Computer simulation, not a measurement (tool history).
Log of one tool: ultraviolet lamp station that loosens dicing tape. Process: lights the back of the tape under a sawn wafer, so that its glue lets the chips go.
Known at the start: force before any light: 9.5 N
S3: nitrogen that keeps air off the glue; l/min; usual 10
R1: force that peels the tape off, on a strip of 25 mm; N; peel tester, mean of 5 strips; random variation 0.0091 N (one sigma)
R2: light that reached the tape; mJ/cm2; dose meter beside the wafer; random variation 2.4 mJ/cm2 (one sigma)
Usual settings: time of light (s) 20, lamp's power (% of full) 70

run 1 hour=0.0 | time_of_light_(s)=20 lamp's_power_(%_of_full)=70 S3=10 | R1=0.467 R2=242
run 2 hour=6.2 | time_of_light_(s)=20 lamp's_power_(%_of_full)=70 S3=10 | R1=0.472 R2=244
run 3 hour=15.6 | time_of_light_(s)=20 lamp's_power_(%_of_full)=70 S3=10 | R1=0.499 R2=241
run 4 hour=28.7 | time_of_light_(s)=20 lamp's_power_(%_of_full)=70 S3=10 | R1=0.489 R2=239
run 5 hour=41.4 | time_of_light_(s)=20 lamp's_power_(%_of_full)=70 S3=10 | R1=0.498 R2=241
run 6 hour=49.8 | time_of_light_(s)=20 lamp's_power_(%_of_full)=70 S3=10 | R1=0.501 R2=238
run 7 hour=61.0 | time_of_light_(s)=20 lamp's_power_(%_of_full)=70 S3=10 | R1=0.494 R2=242
run 8 hour=68.7 | time_of_light_(s)=20 lamp's_power_(%_of_full)=70 S3=10 | R1=0.511 R2=237
run 9 hour=74.6 | time_of_light_(s)=20 lamp's_power_(%_of_full)=70 S3=10 | R1=0.519 R2=234
run 10 hour=82.8 | time_of_light_(s)=20 lamp's_power_(%_of_full)=61 S3=10 | R1=0.705 R2=204
run 11 hour=94.1 | time_of_light_(s)=20 lamp's_power_(%_of_full)=81 S3=10 | R1=0.390 R2=267
run 12 hour=106.9 | time_of_light_(s)=20 lamp's_power_(%_of_full)=81 S3=10 | R1=0.389 R2=269
run 13 hour=119.5 | time_of_light_(s)=20 lamp's_power_(%_of_full)=70 S3=10 | R1=0.509 R2=234
run 14 hour=130.9 | time_of_light_(s)=15 lamp's_power_(%_of_full)=70 S3=10 | R1=1.013 R2=172
run 15 hour=140.4 | time_of_light_(s)=30 lamp's_power_(%_of_full)=70 S3=10 | R1=0.254 R2=349
run 16 hour=150.6 | time_of_light_(s)=30 lamp's_power_(%_of_full)=70 S3=9 | R1=0.274 R2=341
run 17 hour=161.1 | time_of_light_(s)=30 lamp's_power_(%_of_full)=70 S3=9 | R1=0.276 R2=341
run 18 hour=174.5 | time_of_light_(s)=30 lamp's_power_(%_of_full)=70 S3=9 | R1=0.259 R2=336
run 19 hour=183.8 | time_of_light_(s)=30 lamp's_power_(%_of_full)=70 S3=9 | R1=0.284 R2=339
run 20 hour=192.1 | time_of_light_(s)=30 lamp's_power_(%_of_full)=70 S3=9 | R1=0.275 R2=339
run 21 hour=201.6 | time_of_light_(s)=30 lamp's_power_(%_of_full)=70 S3=9 | R1=0.286 R2=333
run 22 hour=209.2 | time_of_light_(s)=30 lamp's_power_(%_of_full)=65 S3=9 | R1=0.316 R2=307
run 23 hour=222.1 | time_of_light_(s)=30 lamp's_power_(%_of_full)=65 S3=9 | R1=0.323 R2=310
run 24 hour=229.9 | time_of_light_(s)=12 lamp's_power_(%_of_full)=62 S3=14 | R1=1.602 R2=120
run 25 hour=241.7 | time_of_light_(s)=12 lamp's_power_(%_of_full)=62 S3=14 | R1=1.612 R2=119
run 26 hour=249.6 | time_of_light_(s)=11 lamp's_power_(%_of_full)=70 S3=12 | R1=1.646 R2=121
run 27 hour=260.8 | time_of_light_(s)=20 lamp's_power_(%_of_full)=71 S3=9 | R1=0.608 R2=222
run 28 hour=269.7 | time_of_light_(s)=20 lamp's_power_(%_of_full)=70 S3=8 | R1=0.693 R2=217
run 29 hour=280.1 | time_of_light_(s)=20 lamp's_power_(%_of_full)=70 S3=8 | R1=0.683 R2=214
run 30 hour=292.0 | time_of_light_(s)=20 lamp's_power_(%_of_full)=95 S3=8 | R1=0.386 R2=290
run 31 hour=298.2 | time_of_light_(s)=20 lamp's_power_(%_of_full)=95 S3=8 | R1=0.369 R2=289
run 32 hour=311.8 | time_of_light_(s)=38 lamp's_power_(%_of_full)=70 S3=13 | R1=0.210 R2=405
run 33 hour=325.4 | time_of_light_(s)=13 lamp's_power_(%_of_full)=70 S3=7 | R1=1.799 R2=138
run 34 hour=336.4 | time_of_light_(s)=25 lamp's_power_(%_of_full)=90 S3=10 | R1=0.259 R2=343
run 35 hour=344.7 | time_of_light_(s)=12 lamp's_power_(%_of_full)=90 S3=10 | R1=1.051 R2=164
run 36 hour=354.5 | time_of_light_(s)=12 lamp's_power_(%_of_full)=90 S3=10 | R1=1.108 R2=159
run 37 hour=366.5 | time_of_light_(s)=12 lamp's_power_(%_of_full)=90 S3=10 | R1=1.051 R2=162
run 38 hour=376.1 | time_of_light_(s)=12 lamp's_power_(%_of_full)=90 S3=3 | R1=2.204 R2=163
run 39 hour=387.0 | time_of_light_(s)=12 lamp's_power_(%_of_full)=90 S3=3 | R1=2.253 R2=157
run 40 hour=399.1 | time_of_light_(s)=39 lamp's_power_(%_of_full)=70 S3=10 | R1=0.228 R2=400
run 41 hour=406.8 | time_of_light_(s)=39 lamp's_power_(%_of_full)=70 S3=10 | R1=0.206 R2=404
run 42 hour=420.3 | time_of_light_(s)=30 lamp's_power_(%_of_full)=76 S3=10 | R1=0.266 R2=328

4 ways to go on from here, each from the tool as it stands after run 42. What would each give?
run A hour=431.4 | time_of_light_(s)=30 lamp's_power_(%_of_full)=76 S3=10 | R1=? R2=?
run B hour=431.4 | time_of_light_(s)=22 lamp's_power_(%_of_full)=98 S3=3 | R1=? R2=?
run C hour=431.4 | time_of_light_(s)=12 lamp's_power_(%_of_full)=76 S3=7 | R1=? R2=?
run D hour=431.4 | time_of_light_(s)=20 lamp's_power_(%_of_full)=70 S3=10 | R1=? R2=?

run=A R1=0.264 R2=332
run=B R1=0.662 R2=315
run=C R1=1.902 R2=134
run=D R1=0.680 R2=205
Without the tool's hidden state the same runs would have given:
run=A R1=0.206 R2=441
run=B R1=0.371 R2=419
run=C R1=1.166 R2=178
run=D R1=0.381 R2=272
